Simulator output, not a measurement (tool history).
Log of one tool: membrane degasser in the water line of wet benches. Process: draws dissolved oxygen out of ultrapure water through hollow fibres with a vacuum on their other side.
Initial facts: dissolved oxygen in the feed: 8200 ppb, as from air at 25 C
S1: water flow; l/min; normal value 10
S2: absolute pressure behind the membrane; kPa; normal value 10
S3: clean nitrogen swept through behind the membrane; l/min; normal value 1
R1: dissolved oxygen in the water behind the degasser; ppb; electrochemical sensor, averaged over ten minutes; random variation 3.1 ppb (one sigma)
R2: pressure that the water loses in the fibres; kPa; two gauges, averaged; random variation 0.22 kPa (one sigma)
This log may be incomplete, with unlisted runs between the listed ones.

{"run": 1, "hour": 0.0, "S1": 10, "S2": 10, "S3": 1, "R1": 342.5, "R2": 56.05}
{"run": 2, "hour": 340.2, "S1": 6, "S2": 10, "S3": 1, "R1": 137, "R2": 33.95}
{"run": 3, "hour": 595.7, "S1": 6, "S2": 10, "S3": 1, "R1": 139, "R2": 33.68}
{"run": 4, "hour": 939.3, "S1": 6, "S2": 10, "S3": 1, "R1": 138.6, "R2": 33.78}
{"run": 5, "hour": 1102.7, "S1": 6, "S2": 10, "S3": 1, "R1": 140.2, "R2": 34.1}
{"run": 6, "hour": 1439.6, "S1": 6, "S2": 10, "S3": 0.69, "R1": 183.6, "R2": 33.82}
{"run": 7, "hour": 1706.6, "S1": 6, "S2": 10, "S3": 0.69, "R1": 185, "R2": 34.04}
{"run": 8, "hour": 1924.9, "S1": 10, "S2": 17.2, "S3": 1, "R1": 507.7, "R2": 56.61}
{"run": 9, "hour": 2102.7, "S1": 10, "S2": 17.2, "S3": 1, "R1": 517.2, "R2": 57.11}
{"run": 10, "hour": 2275.6, "S1": 10, "S2": 17.2, "S3": 0.94, "R1": 532.7, "R2": 56.64}
{"run": 11, "hour": 2619.3, "S1": 10, "S2": 10, "S3": 1, "R1": 352.9, "R2": 56.84}
{"run": 12, "hour": 2830.9, "S1": 10, "S2": 10, "S3": 1.18, "R1": 338.1, "R2": 57.24}
{"run": 13, "hour": 3004.0, "S1": 10, "S2": 10, "S3": 1.18, "R1": 339.6, "R2": 56.82}
{"run": 14, "hour": 3157.3, "S1": 6, "S2": 10, "S3": 1, "R1": 143.3, "R2": 33.99}
{"run": 15, "hour": 3434.5, "S1": 6, "S2": 10, "S3": 1, "R1": 140.5, "R2": 34.39}
{"run": 16, "hour": 3698.3, "S1": 6, "S2": 10, "S3": 1, "R1": 144.4, "R2": 34.39}
{"run": 17, "hour": 4067.1, "S1": 6, "S2": 10, "S3": 1, "R1": 143.1, "R2": 34.55}
{"run": 18, "hour": 4293.1, "S1": 6, "S2": 10, "S3": 1, "R1": 143.6, "R2": 34.31}
{"hour": 4344.1, "done": "seals of the vacuum lines changed"}
{"run": 19, "hour": 4520.1, "S1": 13, "S2": 13.3, "S3": 2.24, "R1": 519.9, "R2": 74.4}
{"run": 20, "hour": 4789.3, "S1": 13, "S2": 13.3, "S3": 2.24, "R1": 512, "R2": 74.24}
{"run": 21, "hour": 5019.2, "S1": 13, "S2": 13.3, "S3": 2.24, "R1": 524.5, "R2": 74.99}
{"run": 22, "hour": 5368.5, "S1": 13, "S2": 13.3, "S3": 2.24, "R1": 522.9, "R2": 74.64}
{"run": 23, "hour": 5591.4, "S1": 10, "S2": 6.5, "S3": 0.88, "R1": 298, "R2": 57.4}
{"run": 24, "hour": 5900.3, "S1": 12, "S2": 6.5, "S3": 1.27, "R1": 409.2, "R2": 69.24}
{"run": 25, "hour": 6238.1, "S1": 12, "S2": 6.5, "S3": 1.27, "R1": 408.2, "R2": 69.39}
{"run": 26, "hour": 6592.6, "S1": 12, "S2": 6.5, "S3": 2.1, "R1": 374.8, "R2": 69.67}
{"hour": 6866.8, "done": "vacuum gauge calibrated"}
{"run": 27, "hour": 6882.9, "S1": 12, "S2": 6.5, "S3": 2.1, "R1": 381.5, "R2": 69.9}
{"run": 28, "hour": 7174.1, "S1": 9, "S2": 18.2, "S3": 1, "R1": 466.2, "R2": 52.3}
{"run": 29, "hour": 7449.2, "S1": 8, "S2": 8.4, "S3": 0.74, "R1": 243, "R2": 46.66}
{"run": 30, "hour": 7686.3, "S1": 8, "S2": 8.4, "S3": 0.74, "R1": 245.5, "R2": 46.51}
{"run": 31, "hour": 7875.8, "S1": 8, "S2": 8.4, "S3": 0.74, "R1": 246.5, "R2": 46.51}
{"run": 32, "hour": 8065.0, "S1": 8, "S2": 15.8, "S3": 1.89, "R1": 245.2, "R2": 46.45}
{"run": 33, "hour": 8426.2, "S1": 8, "S2": 15.8, "S3": 1.89, "R1": 246.1, "R2": 46.41}

What if the next run were any one of these 3? Each begins from the tool's condition after run 33:
{"run": "A", "hour": 8738.9, "S1": 10, "S2": 11, "S3": 1, "R1": "?", "R2": "?"}
{"run": "B", "hour": 8738.9, "S1": 8, "S2": 15.8, "S3": 1.72, "R1": "?", "R2": "?"}
{"run": "C", "hour": 8738.9, "S1": 15, "S2": 13.1, "S3": 1.93, "R1": "?", "R2": "?"}

run=A R1=396.7 R2=58.46
run=B R1=260.1 R2=46.5
run=C R1=713.4 R2=87.51
Take away the tool's hidden state, keep each run's random variation, and the runs would have read:
run=A R1=327.7 R2=53.15
run=B R1=216 R2=42.25
run=C R1=584.5 R2=79.54
